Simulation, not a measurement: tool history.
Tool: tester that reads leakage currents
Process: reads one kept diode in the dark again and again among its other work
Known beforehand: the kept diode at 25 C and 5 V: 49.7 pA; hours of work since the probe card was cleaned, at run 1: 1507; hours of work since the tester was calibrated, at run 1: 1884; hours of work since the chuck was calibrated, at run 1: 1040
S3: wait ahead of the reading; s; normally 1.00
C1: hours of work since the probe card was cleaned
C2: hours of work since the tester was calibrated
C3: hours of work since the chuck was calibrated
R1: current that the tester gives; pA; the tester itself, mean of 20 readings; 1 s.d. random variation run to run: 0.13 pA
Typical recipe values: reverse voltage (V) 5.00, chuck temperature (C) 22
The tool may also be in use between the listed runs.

Run 1, hour 0.0: usual settings; C1 1507; C2 1884; C3 1040. Result: R1 46.65 pA.
Run 2, hour 75.6: usual settings; C1 1542; C2 1919; C3 1075. Result: R1 46.98 pA.
Run 3, hour 168.1: usual settings but chuck temperature (C) 45; C1 1585; C2 1962; C3 1118. Result: R1 258.20 pA.
Run 4, hour 233.2: usual settings but chuck temperature (C) 45, S3 4.27 s; C1 1615; C2 1992; C3 1148. Result: R1 257.69 pA.
Run 5, hour 293.3: usual settings but reverse voltage (V) 1.71, chuck temperature (C) 45, S3 4.27 s; C1 1643; C2 2020; C3 1176. Result: R1 137.88 pA.
Run 6, hour 361.9: usual settings but chuck temperature (C) 41; C1 1675; C2 2052; C3 1208. Result: R1 192.58 pA.
Run 7, hour 416.6: usual settings but chuck temperature (C) 41; C1 1700; C2 2077; C3 1233. Result: R1 193.26 pA.
Run 8, hour 462.0: usual settings but chuck temperature (C) 41; C1 1721; C2 2098; C3 1254. Result: R1 192.20 pA.
Run 9, hour 534.1: usual settings but chuck temperature (C) 41; C1 1755; C2 2132; C3 1288. Result: R1 192.52 pA.
Run 10, hour 609.7: usual settings but chuck temperature (C) 41; C1 1790; C2 2167; C3 1323. Result: R1 192.45 pA.
Run 11, hour 714.6: usual settings but chuck temperature (C) 41, S3 0.57 s; C1 1839; C2 2216; C3 1371. Result: R1 192.54 pA.
Run 12, hour 788.1: usual settings but chuck temperature (C) 38; C1 1873; C2 2250; C3 1405. Result: R1 154.12 pA.
At hour 882.7: probe card cleaned and baked.
Run 13, hour 882.7: usual settings but chuck temperature (C) 38; C1 0; C2 2292; C3 1448. Result: R1 144.06 pA.
Run 14, hour 969.6: usual settings but chuck temperature (C) 38; C1 40; C2 2332; C3 1488. Result: R1 143.97 pA.
Run 15, hour 1076.0: usual settings but chuck temperature (C) 38; C1 90; C2 2382; C3 1538. Result: R1 143.98 pA.
Run 16, hour 1166.0: usual settings but chuck temperature (C) 38; C1 131; C2 2424; C3 1579. Result: R1 143.73 pA.
Run 17, hour 1229.5: usual settings but chuck temperature (C) 38; C1 161; C2 2453; C3 1609. Result: R1 143.77 pA.
Run 18, hour 1308.1: usual settings but chuck temperature (C) 38; C1 197; C2 2490; C3 1645. Result: R1 144.62 pA.
Run 19, hour 1375.1: usual settings but chuck temperature (C) 38; C1 228; C2 2521; C3 1676. Result: R1 144.28 pA.
Run 20, hour 1460.8: usual settings but chuck temperature (C) 38; C1 268; C2 2560; C3 1716. Result: R1 144.65 pA.
Run 21, hour 1551.7: usual settings but chuck temperature (C) 38; C1 310; C2 2603; C3 1758. Result: R1 144.61 pA.
Run 22, hour 1621.5: usual settings but reverse voltage (V) 2.74, chuck temperature (C) 60, S3 3.10 s; C1 343; C2 2635; C3 1791. Result: R1 522.38 pA.
Run 23, hour 1723.0: usual settings but reverse voltage (V) 3.90, chuck temperature (C) 39; C1 390; C2 2682; C3 1838. Result: R1 135.10 pA.
Run 24, hour 1777.2: usual settings but reverse voltage (V) 3.90, chuck temperature (C) 39; C1 415; C2 2707; C3 1863. Result: R1 135.13 pA.
Run 25, hour 1836.7: usual settings but reverse voltage (V) 8.80, S3 4.65 s; C1 443; C2 2735; C3 1890. Result: R1 55.26 pA.
Run 26, hour 1882.2: usual settings but reverse voltage (V) 8.80, S3 4.65 s; C1 464; C2 2756; C3 1912. Result: R1 55.30 pA.
Run 27, hour 1980.5: usual settings but reverse voltage (V) 8.80, S3 4.65 s; C1 509; C2 2801; C3 1957. Result: R1 55.69 pA.
Run 28, hour 2088.1: usual settings but reverse voltage (V) 8.80, S3 1.51 s; C1 559; C2 2851; C3 2007. Result: R1 57.20 pA.
Run 29, hour 2155.8: usual settings but reverse voltage (V) 8.80, chuck temperature (C) 40, S3 1.51 s; C1 591; C2 2883; C3 2039. Result: R1 233.55 pA.
At hour 2201.0: chuck's temperature calibrated.
Run 30, hour 2258.7: usual settings but reverse voltage (V) 8.80, chuck temperature (C) 40, S3 1.51 s; C1 637; C2 2930; C3 27. Result: R1 243.64 pA.
Run 31, hour 2358.3: usual settings but reverse voltage (V) 2.45, chuck temperature (C) 37, S3 0.79 s; C1 684; C2 2976; C3 73. Result: R1 92.30 pA.
Run 32, hour 2445.7: usual settings but reverse voltage (V) 2.45, chuck temperature (C) 37, S3 0.79 s; C1 724; C2 3016; C3 114. Result: R1 92.43 pA.
Run 33, hour 2494.2: usual settings but reverse voltage (V) 4.29, chuck temperature (C) 23, S3 8.58 s; C1 747; C2 3039; C3 136. Result: R1 41.50 pA.
Run 34, hour 2544.8: usual settings but reverse voltage (V) 1.53, chuck temperature (C) 26, S3 3.28 s; C1 770; C2 3062; C3 160. Result: R1 28.56 pA.
Run 35, hour 2591.5: usual settings but reverse voltage (V) 5.22, chuck temperature (C) 37, S3 0.64 s; C1 792; C2 3084; C3 181. Result: R1 144.19 pA.
Run 36, hour 2655.7: usual settings but reverse voltage (V) 5.22, chuck temperature (C) 37, S3 0.64 s; C1 822; C2 3114; C3 211. Result: R1 144.29 pA.
Run 37, hour 2715.7: usual settings but reverse voltage (V) 3.71, chuck temperature (C) 43, S3 2.32 s; C1 849; C2 3142; C3 239. Result: R1 185.35 pA.
Run 38, hour 2789.8: usual settings but reverse voltage (V) 1.23, chuck temperature (C) 40; C1 884; C2 3176; C3 273. Result: R1 77.52 pA.
Run 39, hour 2849.2: usual settings but reverse voltage (V) 1.23, chuck temperature (C) 40; C1 911; C2 3204; C3 301. Result: R1 77.77 pA.
Run 40, hour 2913.0: usual settings but reverse voltage (V) 1.23, chuck temperature (C) 48; C1 941; C2 3233; C3 330. Result: R1 142.22 pA.
Run 41, hour 2993.8: usual settings but reverse voltage (V) 10.54, chuck temperature (C) 48, S3 9.53 s; C1 978; C2 3271; C3 368. Result: R1 492.55 pA.

Here are 3 independent what-if runs from the current tool condition. What would each one return?
Run A, hour 3047.4: usual settings but reverse voltage (V) 4.04, chuck temperature (C) 39, S3 9.53 s; C1 1003; C2 3296; C3 393. Result: R1 ?.
Run B, hour 3047.4: usual settings but reverse voltage (V) 2.49, chuck temperature (C) 49, S3 7.38 s; C1 1003; C2 3296; C3 393. Result: R1 ?.
Run C, hour 3047.4: usual settings but reverse voltage (V) 1.34, chuck temperature (C) 23, S3 0.87 s; C1 1003; C2 3296; C3 393. Result: R1 ?.

run      R1
  A  142.44
  B  231.64
  C   21.19
With the hidden condition removed and each run's random variation left untouched, the same runs would have given:
run      R1
  A  141.04
  B  233.47
  C   20.22
